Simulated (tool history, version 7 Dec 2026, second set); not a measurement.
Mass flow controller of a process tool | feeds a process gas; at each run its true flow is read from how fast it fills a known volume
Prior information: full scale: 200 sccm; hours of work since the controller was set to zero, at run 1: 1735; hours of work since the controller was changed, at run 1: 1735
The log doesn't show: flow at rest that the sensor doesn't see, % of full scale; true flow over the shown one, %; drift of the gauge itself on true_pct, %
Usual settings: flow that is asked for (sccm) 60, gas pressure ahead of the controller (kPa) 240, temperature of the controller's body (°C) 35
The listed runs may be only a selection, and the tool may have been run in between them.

run	hour	flow that is asked for (sccm)	gas pressure ahead of the controller (kPa)	temperature of the controller's body (°C)	hours of work since the controller was set to zero	hours of work since the controller was changed	true flow (%)
1	0.0	60	240	35	1735	1735	97.46
2	94.0	50	240	35	1809	1809	97.00
3	203.8	20	240	35	1896	1896	93.42
4	385.9	20	240	38	2039	2039	92.86
5	579.9	20	240	38	2192	2192	92.55
6	740.2	20	240	38	2319	2319	92.39
7	829.6	60	153	35	2389	2389	97.03
8	929.6	60	153	35	2468	2468	96.90
9	1017.2	60	153	35	2537	2537	96.99
10	1132.5	60	153	35	2628	2628	97.03
11	1211.1	60	153	35	2690	2690	96.84
12	1341.7	60	153	35	2793	2793	96.88
13	1456.9	60	153	35	2883	2883	96.79
14	1562.4	60	153	35	2967	2967	96.77
15	1663.4	60	153	35	3046	3046	96.82
16	1836.3	60	153	35	3182	3182	96.82
# hour 1851.6: controller's zero set anew
17	1943.2	60	145	35	72	3266	94.99
18	2049.0	60	145	35	156	3350	94.96
19	2144.5	60	145	35	231	3425	94.98
20	2249.0	60	145	35	313	3507	94.94
21	2388.1	60	240	35	423	3617	95.19
22	2563.2	60	240	35	561	3755	95.15
# hour 2708.2: controller's zero set anew, once more
23	2727.4	60	240	35	15	3884	99.98
24	2864.0	60	240	35	123	3991	100.21
25	3006.2	31	262	32	235	4103	99.65
26	3140.6	31	262	32	341	4209	99.57
27	3299.0	60	199	36	466	4334	99.94
28	3388.0	60	175	22	536	4404	100.43
29	3554.6	60	175	32	667	4536	99.98
30	3745.9	196	158	39	818	4686	101.37
31	3860.5	60	155	32	908	4777	99.70
32	3990.8	21	164	22	1011	4879	97.99
33	4172.0	21	164	22	1153	5022	97.55
34	4320.7	21	232	22	1271	5139	97.44
35	4452.8	21	232	22	1375	5243	97.32
36	4629.2	21	232	22	1514	5382	97.08
37	4739.7	21	232	22	1601	5469	96.97
38	4911.7	97	192	22	1736	5605	101.19
39	5053.8	29	222	34	1848	5717	97.26
40	5162.1	29	222	34	1934	5802	97.09
41	5353.4	29	222	34	2084	5953	97.05
42	5445.5	29	222	34	2157	6026	96.94
43	5619.3	74	270	20	2294	6163	100.97
44	5711.1	74	270	20	2366	6235	100.87
45	5901.0	74	270	20	2516	6385	100.77
46	6004.9	74	270	20	2598	6466	100.86
47	6089.5	162	164	35	2664	6533	101.67
48	6249.6	162	256	35	2791	6659	101.95

Branching from run 48: 4 alternative next runs. What would each branch give?
A	6332.4	175	195	36	2856	6725	?
B	6332.4	115	255	35	2856	6725	?
C	6332.4	60	143	25	2856	6725	?
D	6332.4	40	206	23	2856	6725	?

run	true flow (%)
A	101.97
B	101.09
C	99.63
D	98.26
With the hidden condition removed and each run's random variation left untouched, the same runs would have given:
run	true flow (%)
A	99.14
B	98.74
C	98.57
D	98.54
